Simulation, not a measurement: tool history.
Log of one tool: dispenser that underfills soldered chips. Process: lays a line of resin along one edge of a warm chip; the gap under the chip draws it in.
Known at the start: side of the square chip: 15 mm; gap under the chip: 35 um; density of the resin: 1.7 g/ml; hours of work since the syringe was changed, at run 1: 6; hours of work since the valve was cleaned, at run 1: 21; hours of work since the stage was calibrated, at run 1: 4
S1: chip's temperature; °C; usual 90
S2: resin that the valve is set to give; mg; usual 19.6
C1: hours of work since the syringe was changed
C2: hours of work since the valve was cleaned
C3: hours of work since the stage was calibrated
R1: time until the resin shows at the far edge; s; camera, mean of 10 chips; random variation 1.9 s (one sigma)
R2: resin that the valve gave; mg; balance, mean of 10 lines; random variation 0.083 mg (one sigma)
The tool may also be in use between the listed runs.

run   hour   S1    S2  C1  C2   C3     R1     R2
  1    0.0   90  19.6   6  21    4  227.9  19.48
       6.2  -- new syringe of resin
  2    8.3   90  19.6   1  26    8  198.3  19.21
  3   15.0   90  19.6   5  30   13  225.9  19.13
  4   21.4   90  19.6   9  34   16  257.3  19.02
      22.2  -- new syringe of resin
  5   27.0   90  19.1   3  38   20  202.5  18.55
      34.7  -- dispensing valve cleaned and set on the balance
  6   35.2   90  19.1   7   0   24  238.4  18.90
      39.1  -- new syringe of resin
  7   42.0   90  21.1   2   4   28  194.4  20.91
  8   49.0   87  19.6   6   9   32  248.5  19.49
      55.1  -- new syringe of resin
  9   56.1   87  19.6   1  13   36  209.4  19.43
 10   62.7   87  19.6   5  17   40  239.2  19.25
      71.1  -- new syringe of resin
 11   71.1   87  19.6   0  22   45  205.8  19.37
 12   74.6   87  19.6   2  24   48  219.7  19.25
 13   82.6   87  19.6   7  29   52  264.4  19.27
      87.0  -- new syringe of resin
 14   90.7   90  19.6   2  33   57  195.1  19.10
 15   96.7   90  23.4   6  37   61  221.5  22.65
 16  102.2  101  19.4   9  40   64  189.6  18.91
     103.1  -- new syringe of resin
     105.3  -- dispensing valve cleaned and set on the balance
 17  108.1   76  19.2   2   2   67  303.2  19.07
 18  115.4   90  17.7   7   6   71  232.7  17.64
 19  119.7   82  19.1   9   9   74  320.9  18.78
     120.4  -- new syringe of resin
 20  125.8   82  19.1   3  12   78  261.4  18.92
 21  129.8   85  21.3   6  15   80  255.4  21.07
 22  134.5  101  22.7   9  18   83  179.8  22.44
     136.3  -- new syringe of resin
 23  140.8  101  22.7   3  21   87  144.2  22.44
 24  148.5   83  21.7   7  26   91  282.4  21.38
     152.4  -- new syringe of resin
 25  154.9   90  17.1   2  30   95  197.6  16.68
 26  161.2   90  17.1   5  34   99  228.9  16.61
 27  164.6   90  17.1   7  36  101  246.6  16.61
     168.4  -- new syringe of resin
 28  170.1   76  18.9   1  39  104  287.6  18.31
     175.5  -- dispensing valve cleaned and set on the balance
 29  178.2   76  18.9   5   2  108  333.4  18.99

The same runs without the tool's hidden state, with the same run-to-run variation:
The hidden state here: resin's viscosity, % of fresh resin's; dose that the valve gives, % of what is set; true chip temperature over the reading, C; drift of the gauge itself on fill_s, %; drift of the gauge itself on given_mg, %.
run     R1     R2
  1  184.0  19.79
  2  188.2  19.59
  3  185.2  19.58
  4  183.6  19.52
  5  182.4  19.08
  6  185.0  18.95
  7  182.6  21.01
  8  200.5  19.66
  9  202.0  19.66
 10  199.7  19.54
 11  202.7  19.73
 12  200.7  19.64
 13  202.9  19.73
 14  181.1  19.63
 15  181.4  23.33
 16  137.1  19.53
 17  281.6  19.10
 18  184.2  17.73
 19  232.0  18.91
 20  232.5  19.11
 21  208.7  21.32
 22  132.5  22.76
 23  133.4  22.82
 24  221.3  21.83
 25  189.7  17.07
 26  191.9  17.06
 27  191.8  17.09
 28  280.3  18.87
 29  280.6  18.96
